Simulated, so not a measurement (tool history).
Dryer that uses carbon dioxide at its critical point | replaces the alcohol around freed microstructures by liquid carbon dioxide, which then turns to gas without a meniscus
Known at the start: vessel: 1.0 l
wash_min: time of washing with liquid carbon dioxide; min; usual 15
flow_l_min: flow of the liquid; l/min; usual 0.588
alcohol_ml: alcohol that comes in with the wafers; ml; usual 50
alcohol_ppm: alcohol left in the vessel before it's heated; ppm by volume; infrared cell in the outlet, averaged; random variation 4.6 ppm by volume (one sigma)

run 1 hour=0.0 | wash_min=15 flow_l_min=0.588 alcohol_ml=50 | alcohol_ppm=34
run 2 hour=19.1 | wash_min=15 flow_l_min=0.774 alcohol_ml=50 | alcohol_ppm=2
run 3 hour=46.1 | wash_min=15 flow_l_min=0.774 alcohol_ml=50 | alcohol_ppm=9
run 4 hour=65.0 | wash_min=15 flow_l_min=0.774 alcohol_ml=34 | alcohol_ppm=10
run 5 hour=87.7 | wash_min=15 flow_l_min=0.895 alcohol_ml=50 | alcohol_ppm=11
run 6 hour=103.6 | wash_min=15 flow_l_min=0.895 alcohol_ml=50 | alcohol_ppm=13
run 7 hour=116.6 | wash_min=15 flow_l_min=0.895 alcohol_ml=50 | alcohol_ppm=6
run 8 hour=131.7 | wash_min=15 flow_l_min=0.895 alcohol_ml=50 | alcohol_ppm=15
run 9 hour=145.0 | wash_min=15 flow_l_min=0.895 alcohol_ml=50 | alcohol_ppm=7
run 10 hour=166.7 | wash_min=15 flow_l_min=0.588 alcohol_ml=35 | alcohol_ppm=18
run 11 hour=192.3 | wash_min=15 flow_l_min=0.588 alcohol_ml=35 | alcohol_ppm=28
run 12 hour=206.2 | wash_min=15 flow_l_min=0.588 alcohol_ml=35 | alcohol_ppm=32
run 13 hour=218.5 | wash_min=15 flow_l_min=0.588 alcohol_ml=57 | alcohol_ppm=42
run 14 hour=233.8 | wash_min=12 flow_l_min=0.588 alcohol_ml=50 | alcohol_ppm=109
run 15 hour=248.5 | wash_min=12 flow_l_min=0.588 alcohol_ml=50 | alcohol_ppm=109
run 16 hour=264.5 | wash_min=12 flow_l_min=0.588 alcohol_ml=50 | alcohol_ppm=109
run 17 hour=279.2 | wash_min=12 flow_l_min=0.604 alcohol_ml=50 | alcohol_ppm=92
run 18 hour=295.8 | wash_min=12 flow_l_min=0.604 alcohol_ml=50 | alcohol_ppm=94
run 19 hour=319.3 | wash_min=12 flow_l_min=0.604 alcohol_ml=50 | alcohol_ppm=100
run 20 hour=341.7 | wash_min=12 flow_l_min=0.604 alcohol_ml=50 | alcohol_ppm=94
run 21 hour=357.9 | wash_min=12 flow_l_min=0.604 alcohol_ml=59 | alcohol_ppm=124
run 22 hour=385.3 | wash_min=15 flow_l_min=0.588 alcohol_ml=22 | alcohol_ppm=26
run 23 hour=409.2 | wash_min=15 flow_l_min=0.588 alcohol_ml=97 | alcohol_ppm=61
run 24 hour=431.4 | wash_min=15 flow_l_min=0.480 alcohol_ml=96 | alcohol_ppm=200
run 25 hour=443.6 | wash_min=15 flow_l_min=0.385 alcohol_ml=67 | alcohol_ppm=442
run 26 hour=465.1 | wash_min=12 flow_l_min=0.394 alcohol_ml=50 | alcohol_ppm=803

The next listed run, before its measurement:
run 27 hour=489.5 | wash_min=10 flow_l_min=0.537 alcohol_ml=86 | alcohol_ppm=?

{"run 27": {"alcohol_ppm": 831}}
Without the tool's hidden state the same run would have given alcohol_ppm 584 ppm by volume.

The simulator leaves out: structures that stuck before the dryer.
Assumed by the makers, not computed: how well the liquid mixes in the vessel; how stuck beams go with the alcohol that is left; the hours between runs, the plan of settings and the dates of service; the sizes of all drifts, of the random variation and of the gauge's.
